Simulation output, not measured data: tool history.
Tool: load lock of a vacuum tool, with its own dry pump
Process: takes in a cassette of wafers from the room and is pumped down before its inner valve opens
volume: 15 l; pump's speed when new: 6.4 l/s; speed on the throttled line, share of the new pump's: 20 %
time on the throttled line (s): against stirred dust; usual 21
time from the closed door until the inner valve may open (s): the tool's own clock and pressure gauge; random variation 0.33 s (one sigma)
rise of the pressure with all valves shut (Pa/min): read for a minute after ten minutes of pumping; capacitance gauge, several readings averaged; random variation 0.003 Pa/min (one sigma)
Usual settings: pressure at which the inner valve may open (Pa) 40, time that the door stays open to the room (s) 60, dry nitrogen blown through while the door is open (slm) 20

run	day	time on the throttled line (s)	pressure at which the inner valve may open (Pa)	time that the door stays open to the room (s)	dry nitrogen blown through while the door is open (slm)	incoming humidity of the room's air, %	time from the closed door until the inner valve may open (s)	rise of the pressure with all valves shut (Pa/min)
1	0	21	40	60	20	45.2	39.1	0.052
2	3.604	30	40	60	20	48.4	45.4	0.054
3	7.775	30	40	60	20	41.4	45.9	0.045
4	11.85	21	40	60	7	46	38.8	0.08
# day 12.925: dry pump taken out, an overhauled one fitted
5	16.104	21	40	60	7	47	35.5	0.082
6	23.875	21	40	60	7	44	35.4	0.08
7	27.954	21	40	60	7	43.7	35.4	0.077
8	34.05	21	40	60	7	44.4	35.5	0.08
9	39.642	21	40	60	20	44.4	35.7	0.047
10	44.783	21	43	60	20	45.2	35.2	0.052
11	49.954	21	40	26	20	45.9	35.1	0.043
12	57.938	21	40	26	20	45.4	35.3	0.043
13	61.454	21	40	60	20	45.9	36	0.049
14	65.625	21	40	60	20	44.6	35.2	0.048

The next listed run, before its measurement:
15	70.092	21	40	60	20	42.6	?	?

Run 15 gave time from the closed door until the inner valve may open (s) 35.1, rise of the pressure with all valves shut (Pa/min) 0.047.
Without the tool's hidden state the same run would have given time from the closed door until the inner valve may open (s) 34.9, rise of the pressure with all valves shut (Pa/min) 0.039.

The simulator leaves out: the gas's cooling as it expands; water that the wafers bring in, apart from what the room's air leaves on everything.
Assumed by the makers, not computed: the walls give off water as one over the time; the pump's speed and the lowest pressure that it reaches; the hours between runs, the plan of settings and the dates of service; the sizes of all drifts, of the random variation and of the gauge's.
